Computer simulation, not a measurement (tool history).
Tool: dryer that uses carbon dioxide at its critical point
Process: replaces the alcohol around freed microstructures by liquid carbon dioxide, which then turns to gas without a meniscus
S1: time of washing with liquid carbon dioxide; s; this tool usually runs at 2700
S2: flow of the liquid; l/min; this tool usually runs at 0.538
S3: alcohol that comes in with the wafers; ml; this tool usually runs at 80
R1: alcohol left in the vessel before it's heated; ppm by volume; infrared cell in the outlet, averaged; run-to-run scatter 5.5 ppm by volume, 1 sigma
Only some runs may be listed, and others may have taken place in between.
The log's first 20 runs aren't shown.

run,hour,S1,S2,S3,R1
21,330.6,2880,0.522,87,249
22,352.7,3000,0.538,72,188
23,367.3,1680,0.680,102,687
24,382.6,1680,0.680,102,694
25,404.0,1680,0.680,102,721
26,415.8,3900,0.501,25,123
27,427.6,3900,0.501,25,128
28,443.5,1680,0.501,25,531
# hour 453.5: purifier's bed changed
29,463.1,1680,0.501,25,423
30,479.6,2700,0.412,59,429
31,495.0,3720,0.802,29,10
# hour 500.0: inlet filter changed
32,513.7,1680,0.474,51,863
33,533.7,1680,0.474,51,865
34,545.0,2040,0.772,44,59

What will run 35 give?
35,566.1,3060,0.348,33,?

R1: 252 ppm by volume
Were there no unlogged condition in the tool, this run, its random variation unchanged, would have produced R1 222 ppm by volume.
